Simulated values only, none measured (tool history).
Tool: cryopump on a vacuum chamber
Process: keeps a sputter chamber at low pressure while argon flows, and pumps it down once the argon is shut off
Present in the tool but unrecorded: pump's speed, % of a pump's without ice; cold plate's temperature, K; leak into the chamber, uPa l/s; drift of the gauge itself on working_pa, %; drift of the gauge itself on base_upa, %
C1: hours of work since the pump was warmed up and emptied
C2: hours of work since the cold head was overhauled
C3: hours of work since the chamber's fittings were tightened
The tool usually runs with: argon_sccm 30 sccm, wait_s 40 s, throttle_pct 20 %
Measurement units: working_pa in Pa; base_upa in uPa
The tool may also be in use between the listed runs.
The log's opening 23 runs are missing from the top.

{"run": 24, "hour": 548.8, "argon_sccm": 37, "wait_s": 27, "throttle_pct": 30, "C1": 399, "C2": 399, "C3": 1579, "working_pa": 0.0904, "base_upa": 1.89}
{"run": 25, "hour": 586.2, "argon_sccm": 14, "wait_s": 27, "throttle_pct": 55, "C1": 423, "C2": 423, "C3": 1603, "working_pa": 0.0195, "base_upa": 1.96}
{"run": 26, "hour": 612.6, "argon_sccm": 14, "wait_s": 27, "throttle_pct": 55, "C1": 440, "C2": 440, "C3": 1620, "working_pa": 0.0196, "base_upa": 1.95}
{"hour": 638.5, "done": "leaking fittings of the chamber tightened, without venting"}
{"run": 27, "hour": 646.1, "argon_sccm": 14, "wait_s": 27, "throttle_pct": 55, "C1": 460, "C2": 460, "C3": 5, "working_pa": 0.0203, "base_upa": 1.12}
{"run": 28, "hour": 680.3, "argon_sccm": 30, "wait_s": 33, "throttle_pct": 32, "C1": 481, "C2": 481, "C3": 26, "working_pa": 0.0693, "base_upa": 1}
{"run": 29, "hour": 713.5, "argon_sccm": 27, "wait_s": 40, "throttle_pct": 19, "C1": 502, "C2": 502, "C3": 47, "working_pa": 0.1028, "base_upa": 0.83}
{"run": 30, "hour": 747.5, "argon_sccm": 55, "wait_s": 29, "throttle_pct": 31, "C1": 524, "C2": 524, "C3": 69, "working_pa": 0.1324, "base_upa": 1.08}
{"run": 31, "hour": 766.3, "argon_sccm": 13, "wait_s": 45, "throttle_pct": 27, "C1": 535, "C2": 535, "C3": 81, "working_pa": 0.0359, "base_upa": 0.78}
{"run": 32, "hour": 791.1, "argon_sccm": 17, "wait_s": 27, "throttle_pct": 27, "C1": 551, "C2": 551, "C3": 96, "working_pa": 0.0472, "base_upa": 1.19}
{"run": 33, "hour": 818.6, "argon_sccm": 12, "wait_s": 36, "throttle_pct": 29, "C1": 569, "C2": 569, "C3": 114, "working_pa": 0.031, "base_upa": 0.98}
{"run": 34, "hour": 853.6, "argon_sccm": 12, "wait_s": 86, "throttle_pct": 29, "C1": 591, "C2": 591, "C3": 136, "working_pa": 0.0314, "base_upa": 0.62}
{"run": 35, "hour": 872.9, "argon_sccm": 19, "wait_s": 86, "throttle_pct": 29, "C1": 603, "C2": 603, "C3": 148, "working_pa": 0.0493, "base_upa": 0.55}

3 options for the next run, each taken on its own from the tool as it stands now. Forecast them:
{"run": "A", "hour": 890.9, "argon_sccm": 47, "wait_s": 86, "throttle_pct": 29, "C1": 614, "C2": 614, "C3": 159, "working_pa": "?", "base_upa": "?"}
{"run": "B", "hour": 890.9, "argon_sccm": 28, "wait_s": 44, "throttle_pct": 20, "C1": 614, "C2": 614, "C3": 159, "working_pa": "?", "base_upa": "?"}
{"run": "C", "hour": 890.9, "argon_sccm": 45, "wait_s": 31, "throttle_pct": 29, "C1": 614, "C2": 614, "C3": 159, "working_pa": "?", "base_upa": "?"}

run=A working_pa=0.1227 base_upa=0.6
run=B working_pa=0.1019 base_upa=0.87
run=C working_pa=0.1172 base_upa=1.1
Without the tool's unlogged condition, the same runs would have read:
run=A working_pa=0.1102 base_upa=0.43
run=B working_pa=0.0944 base_upa=0.7
run=C working_pa=0.1052 base_upa=0.93
